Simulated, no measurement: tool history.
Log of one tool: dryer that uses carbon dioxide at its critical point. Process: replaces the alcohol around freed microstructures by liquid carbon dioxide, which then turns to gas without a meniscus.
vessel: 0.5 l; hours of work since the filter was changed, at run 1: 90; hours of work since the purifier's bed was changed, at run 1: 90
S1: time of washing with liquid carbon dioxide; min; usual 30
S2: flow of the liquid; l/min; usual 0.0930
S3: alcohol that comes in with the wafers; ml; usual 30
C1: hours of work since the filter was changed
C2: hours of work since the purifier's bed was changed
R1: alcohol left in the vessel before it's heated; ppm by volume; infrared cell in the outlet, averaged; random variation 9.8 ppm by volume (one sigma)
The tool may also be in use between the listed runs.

run 1 hour=0.0 | S1=30 S2=0.0930 S3=30 | C1=90 C2=90 | R1=782
run 2 hour=32.9 | S1=30 S2=0.0930 S3=30 | C1=108 C2=108 | R1=822
run 3 hour=53.7 | S1=30 S2=0.0581 S3=30 | C1=120 C2=120 | R1=4416
run 4 hour=76.7 | S1=30 S2=0.0581 S3=30 | C1=133 C2=133 | R1=4525
run 5 hour=100.4 | S1=30 S2=0.0581 S3=30 | C1=146 C2=146 | R1=4643
run 6 hour=119.6 | S1=30 S2=0.0581 S3=30 | C1=156 C2=156 | R1=4652
run 7 hour=136.3 | S1=30 S2=0.1483 S3=30 | C1=165 C2=165 | R1=88
run 8 hour=171.7 | S1=30 S2=0.1483 S3=30 | C1=185 C2=185 | R1=124
run 9 hour=195.6 | S1=30 S2=0.1483 S3=30 | C1=198 C2=198 | R1=122
-- hour=199.1 inlet filter changed
run 10 hour=221.0 | S1=30 S2=0.1483 S3=30 | C1=12 C2=211 | R1=67
run 11 hour=258.4 | S1=27 S2=0.0930 S3=43 | C1=33 C2=232 | R1=1411
run 12 hour=280.9 | S1=28 S2=0.1129 S3=43 | C1=45 C2=244 | R1=553
run 13 hour=304.9 | S1=28 S2=0.0812 S3=34 | C1=58 C2=258 | R1=1820
run 14 hour=328.7 | S1=28 S2=0.0812 S3=34 | C1=71 C2=271 | R1=1901
run 15 hour=352.1 | S1=28 S2=0.0812 S3=34 | C1=84 C2=284 | R1=1938
run 16 hour=370.9 | S1=28 S2=0.0812 S3=34 | C1=95 C2=294 | R1=2038
run 17 hour=403.9 | S1=24 S2=0.1515 S3=41 | C1=113 C2=312 | R1=307

Some steps in R1 between neighbouring runs. How much of each would the tool show without its hidden state too (settings, what came in, random variation), and how much is left for the hidden state, with any gauge scatter that isn't in both results?
The hidden state here: flow that reaches the vessel past the clogged filter, %; alcohol in the recycled carbon dioxide, ppm; drift of the gauge itself on alcohol_ppm, %.
Run 6 -> 7: S2 0.0581 -> 0.1483. R1 -4564 ppm by volume: hidden state -1211, all else -3353.
